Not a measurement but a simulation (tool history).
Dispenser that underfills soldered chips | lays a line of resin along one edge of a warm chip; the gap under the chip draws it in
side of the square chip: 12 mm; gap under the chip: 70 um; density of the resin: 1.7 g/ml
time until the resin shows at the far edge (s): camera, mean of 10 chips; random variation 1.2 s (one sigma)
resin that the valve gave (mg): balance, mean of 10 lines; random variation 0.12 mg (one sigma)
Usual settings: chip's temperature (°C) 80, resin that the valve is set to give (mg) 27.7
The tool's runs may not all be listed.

run	hour	chip's temperature (°C)	resin that the valve is set to give (mg)	time until the resin shows at the far edge (s)	resin that the valve gave (mg)
1	0.0	80	27.7	122.7	27.33
2	2.0	80	27.7	134.1	27.35
3	5.5	80	27.7	155.5	27.43
4	8.2	80	27.7	175.9	27.31
5	13.1	90	27.7	156.8	26.88
6	17.8	90	27.7	102.5	27.12
7	22.3	90	28.4	125.0	27.46
8	26.4	90	28.4	145.5	27.68
9	29.8	80	27.7	119.4	26.88
10	34.2	76	27.7	165.9	26.45
11	37.1	76	27.7	187.1	26.65
12	41.1	80	27.7	192.0	26.90
13	45.7	80	27.7	126.3	26.37
14	49.9	80	27.7	150.6	26.41
15	53.5	80	27.7	174.5	26.34
16	56.2	78	27.7	210.8	26.32
17	59.2	80	27.9	119.9	26.47
18	61.4	92	27.7	91.9	26.23
19	64.0	92	27.7	101.3	26.03
20	66.9	92	27.7	115.9	26.21
21	71.3	88	25.7	160.5	24.09
22	73.7	71	30.7	155.7	28.81
23	75.7	86	28.1	106.3	26.16
24	79.9	88	27.3	118.3	25.57
25	84.1	69	26.0	262.6	24.18
26	87.2	91	31.6	145.2	29.62
27	90.4	86	27.7	107.7	25.63
28	92.5	74	27.7	175.1	25.59
29	96.7	91	31.3	118.8	28.88
30	100.0	95	35.7	120.6	33.10
31	103.6	77	28.5	131.2	26.12
32	106.4	86	30.0	110.5	27.50
33	110.8	93	26.8	112.2	24.48
34	113.6	80	28.4	180.8	25.92
35	116.7	81	32.3	195.3	29.07
36	119.4	76	27.7	144.7	25.10

Not shown: 8 entries that the log had between the listed runs. Between which runs, and how does the tool's hidden state differ before and after?
Between runs 5 and 6: new syringe of resin (hour 13.9)
  resin's viscosity, % of fresh resin's: 182.1 -> 119.3; dose that the valve gives, % of what is set: 97.91 -> 97.59; true chip temperature over the reading, C: 0.98 -> 0.99
  measured less the result without the state, time until the resin shows at the far edge (s): +68.3 -> +14.3; resin that the valve gave (mg): -0.58 -> -0.67
Between runs 8 and 9: new syringe of resin (hour 28.9)
  resin's viscosity, % of fresh resin's: 171.8 -> 103.3; dose that the valve gives, % of what is set: 96.98 -> 96.78; true chip temperature over the reading, C: 1.01 -> 1.02
  measured less the result without the state, time until the resin shows at the far edge (s): +58.6 -> +0.5; resin that the valve gave (mg): -0.87 -> -0.89
Between runs 12 and 13: new syringe of resin (hour 43.8)
  resin's viscosity, % of fresh resin's: 166.9 -> 107.2; dose that the valve gives, % of what is set: 96 -> 95.7; true chip temperature over the reading, C: 1.06 -> 1.07
  measured less the result without the state, time until the resin shows at the far edge (s): +73.6 -> +5.0; resin that the valve gave (mg): -1.12 -> -1.19
Between runs 16 and 17: new syringe of resin (hour 58.5)
  resin's viscosity, % of fresh resin's: 167.6 -> 103.3; dose that the valve gives, % of what is set: 94.96 -> 94.78
  measured less the result without the state, time until the resin shows at the far edge (s): +81.4 -> +0.5; resin that the valve gave (mg): -1.40 -> -1.46
Between runs 21 and 22: new syringe of resin (hour 73.4)
  resin's viscosity, % of fresh resin's: 172.7 -> 100.3; dose that the valve gives, % of what is set: 93.97 -> 93.82; true chip temperature over the reading, C: 1.15 -> 1.16
  measured less the result without the state, time until the resin shows at the far edge (s): +65.5 -> -4.9; resin that the valve gave (mg): -1.55 -> -1.91
Between runs 26 and 27: new syringe of resin (hour 88.1)
  resin's viscosity, % of fresh resin's: 178.1 -> 111.6; dose that the valve gives, % of what is set: 92.87 -> 92.68; true chip temperature over the reading, C: 1.2 -> 1.21
  measured less the result without the state, time until the resin shows at the far edge (s): +61.2 -> +8.5; resin that the valve gave (mg): -2.26 -> -2.02
Between runs 30 and 31: new syringe of resin (hour 103.1)
  resin's viscosity, % of fresh resin's: 167.5 -> 101.9; dose that the valve gives, % of what is set: 92.03 -> 91.81; true chip temperature over the reading, C: 1.24 -> 1.25
  measured less the result without the state, time until the resin shows at the far edge (s): +46.1 -> -1.5; resin that the valve gave (mg): -2.87 -> -2.33
Between runs 35 and 36: new syringe of resin (hour 117.8)
  resin's viscosity, % of fresh resin's: 178.5 -> 107.1; dose that the valve gives, % of what is set: 90.97 -> 90.79; true chip temperature over the reading, C: 1.29 -> 1.3
  measured less the result without the state, time until the resin shows at the far edge (s): +82.2 -> +5.7; resin that the valve gave (mg): -2.89 -> -2.54
